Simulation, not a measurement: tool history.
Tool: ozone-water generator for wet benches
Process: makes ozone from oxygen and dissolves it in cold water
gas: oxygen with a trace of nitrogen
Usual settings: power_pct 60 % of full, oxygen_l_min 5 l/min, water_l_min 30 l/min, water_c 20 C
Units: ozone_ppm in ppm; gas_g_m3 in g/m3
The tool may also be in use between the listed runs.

run    day  power_pct  oxygen_l_min  water_l_min  water_c  ozone_ppm  gas_g_m3
  1      0         60             5           30       20       14.5     223.4
  2  0.646         60          2.96           30       20       13.6     302.8
  3  1.433         60          2.96           30       20       13.8     302.6
  4  2.096         60          5.45           30       20       14.6     211.4
  5  3.071         60          5.45           30       20       14.7     211.1
  6  4.317         60             5           30       20       14.7     221.9
  7  5.262         94             5           30       20       21.1     321.5
  8  6.096         94             5           30       20         21     319.7
  9  6.771         94             5           30       20       21.1     320.4
 10   7.45         94             5           30       20       21.2     320.3
 11  8.329         98             5           40       22       15.5     332.2

The next listed run, before its measurement:
 12  9.138         98          3.67           40       22          ?         ?

Run 12 gave ozone_ppm 14.7 ppm, gas_g_m3 398.3 g/m3.
Without the tool's hidden state the same run would have given ozone_ppm 14.7 ppm, gas_g_m3 401.5 g/m3.
